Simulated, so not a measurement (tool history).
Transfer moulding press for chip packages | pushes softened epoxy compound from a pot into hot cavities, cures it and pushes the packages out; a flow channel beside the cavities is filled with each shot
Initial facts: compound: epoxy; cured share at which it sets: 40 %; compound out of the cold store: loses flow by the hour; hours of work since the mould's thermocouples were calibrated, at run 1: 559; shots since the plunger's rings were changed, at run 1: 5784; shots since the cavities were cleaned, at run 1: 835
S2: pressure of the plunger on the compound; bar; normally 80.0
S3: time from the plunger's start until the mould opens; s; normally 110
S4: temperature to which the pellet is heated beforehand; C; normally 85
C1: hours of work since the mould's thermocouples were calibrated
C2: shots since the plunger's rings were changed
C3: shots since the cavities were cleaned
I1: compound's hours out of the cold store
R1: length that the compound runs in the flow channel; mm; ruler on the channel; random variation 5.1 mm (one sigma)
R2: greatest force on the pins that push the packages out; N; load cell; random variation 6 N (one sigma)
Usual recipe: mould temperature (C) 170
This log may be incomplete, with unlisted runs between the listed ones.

run 1 hour=0.0 | mould_temperature_(C)=170 S2=80.0 S3=110 S4=85 | C1=559 C2=5784 C3=835 | I1=36.4 | R1=471 R2=281
-- hour=43.9 cavities cleaned with cleaning compound and waxed
-- hour=78.5 plunger's sealing rings changed
run 2 hour=78.5 | mould_temperature_(C)=170 S2=80.0 S3=110 S4=85 | C1=594 C2=0 C3=254 | I1=38.4 | R1=493 R2=244
run 3 hour=137.8 | mould_temperature_(C)=170 S2=80.0 S3=110 S4=85 | C1=621 C2=468 C3=722 | I1=47.2 | R1=462 R2=291
-- hour=171.7 mould's thermocouples calibrated
run 4 hour=180.1 | mould_temperature_(C)=170 S2=80.0 S3=110 S4=85 | C1=4 C2=787 C3=1041 | I1=28.0 | R1=520 R2=312
-- hour=201.4 cavities cleaned with cleaning compound and waxed
run 5 hour=221.9 | mould_temperature_(C)=168 S2=80.0 S3=110 S4=85 | C1=23 C2=1105 C3=162 | I1=18.5 | R1=537 R2=258
run 6 hour=264.1 | mould_temperature_(C)=168 S2=80.0 S3=110 S4=85 | C1=42 C2=1439 C3=496 | I1=44.9 | R1=473 R2=291
run 7 hour=318.9 | mould_temperature_(C)=170 S2=80.0 S3=110 S4=85 | C1=67 C2=1872 C3=929 | I1=13.2 | R1=550 R2=324
-- hour=352.6 cavities cleaned with cleaning compound and waxed
run 8 hour=382.8 | mould_temperature_(C)=170 S2=80.0 S3=110 S4=85 | C1=96 C2=2365 C3=239 | I1=9.4 | R1=547 R2=246
run 9 hour=421.9 | mould_temperature_(C)=170 S2=80.0 S3=110 S4=85 | C1=114 C2=2674 C3=548 | I1=33.5 | R1=493 R2=266
run 10 hour=499.7 | mould_temperature_(C)=170 S2=80.0 S3=110 S4=85 | C1=150 C2=3289 C3=1163 | I1=45.4 | R1=455 R2=307
-- hour=506.6 cavities cleaned with cleaning compound and waxed
run 11 hour=566.9 | mould_temperature_(C)=170 S2=80.0 S3=110 S4=85 | C1=181 C2=3808 C3=476 | I1=21.1 | R1=516 R2=274
run 12 hour=607.6 | mould_temperature_(C)=170 S2=80.0 S3=110 S4=85 | C1=199 C2=4130 C3=798 | I1=30.2 | R1=492 R2=288
run 13 hour=645.6 | mould_temperature_(C)=170 S2=80.0 S3=96 S4=92 | C1=217 C2=4431 C3=1099 | I1=34.3 | R1=470 R2=344
-- hour=657.8 cavities cleaned with cleaning compound and waxed
run 14 hour=680.7 | mould_temperature_(C)=170 S2=80.0 S3=96 S4=92 | C1=232 C2=4696 C3=181 | I1=24.1 | R1=499 R2=263
run 15 hour=717.1 | mould_temperature_(C)=169 S2=80.0 S3=96 S4=81 | C1=249 C2=4984 C3=469 | I1=16.1 | R1=521 R2=331
run 16 hour=760.0 | mould_temperature_(C)=170 S2=62.7 S3=142 S4=85 | C1=269 C2=5323 C3=808 | I1=8.4 | R1=474 R2=269
-- hour=806.6 cavities cleaned with cleaning compound and waxed
run 17 hour=818.3 | mould_temperature_(C)=170 S2=62.7 S3=142 S4=85 | C1=295 C2=5772 C3=92 | I1=20.4 | R1=447 R2=221
run 18 hour=887.5 | mould_temperature_(C)=170 S2=62.7 S3=142 S4=86 | C1=327 C2=6319 C3=639 | I1=18.5 | R1=441 R2=252
-- hour=896.4 plunger's sealing rings changed
run 19 hour=947.0 | mould_temperature_(C)=168 S2=62.7 S3=110 S4=83 | C1=354 C2=400 C3=1090 | I1=24.8 | R1=470 R2=320
-- hour=960.3 cavities cleaned with cleaning compound and waxed
run 20 hour=1017.5 | mould_temperature_(C)=168 S2=62.7 S3=110 S4=83 | C1=386 C2=945 C3=452 | I1=47.4 | R1=419 R2=296
run 21 hour=1079.9 | mould_temperature_(C)=168 S2=62.7 S3=110 S4=83 | C1=414 C2=1439 C3=946 | I1=28.4 | R1=453 R2=309
-- hour=1110.6 cavities cleaned with cleaning compound and waxed
run 22 hour=1115.8 | mould_temperature_(C)=168 S2=62.7 S3=110 S4=83 | C1=430 C2=1710 C3=41 | I1=15.5 | R1=483 R2=245
run 23 hour=1165.3 | mould_temperature_(C)=168 S2=62.7 S3=110 S4=83 | C1=453 C2=2102 C3=433 | I1=25.6 | R1=458 R2=284

Here are 5 independent what-if runs from the current tool condition. What would each one return?
run A hour=1237.6 | mould_temperature_(C)=165 S2=80.0 S3=110 S4=77 | C1=487 C2=2673 C3=1004 | I1=34.3 | R1=? R2=?
run B hour=1237.6 | mould_temperature_(C)=178 S2=65.0 S3=110 S4=83 | C1=487 C2=2673 C3=1004 | I1=16.4 | R1=? R2=?
run C hour=1237.6 | mould_temperature_(C)=167 S2=80.0 S3=110 S4=85 | C1=487 C2=2673 C3=1004 | I1=12.8 | R1=? R2=?
run D hour=1237.6 | mould_temperature_(C)=168 S2=67.7 S3=110 S4=83 | C1=487 C2=2673 C3=1004 | I1=31.2 | R1=? R2=?
run E hour=1237.6 | mould_temperature_(C)=168 S2=62.7 S3=148 S4=83 | C1=487 C2=2673 C3=1004 | I1=37.8 | R1=? R2=?

run=A R1=509 R2=358
run=B R1=462 R2=280
run=C R1=551 R2=327
run=D R1=466 R2=310
run=E R1=426 R2=284
Had the tool no hidden state, the same runs would have come out as:
run=A R1=525 R2=273
run=B R1=475 R2=203
run=C R1=568 R2=245
run=D R1=480 R2=231
run=E R1=439 R2=208

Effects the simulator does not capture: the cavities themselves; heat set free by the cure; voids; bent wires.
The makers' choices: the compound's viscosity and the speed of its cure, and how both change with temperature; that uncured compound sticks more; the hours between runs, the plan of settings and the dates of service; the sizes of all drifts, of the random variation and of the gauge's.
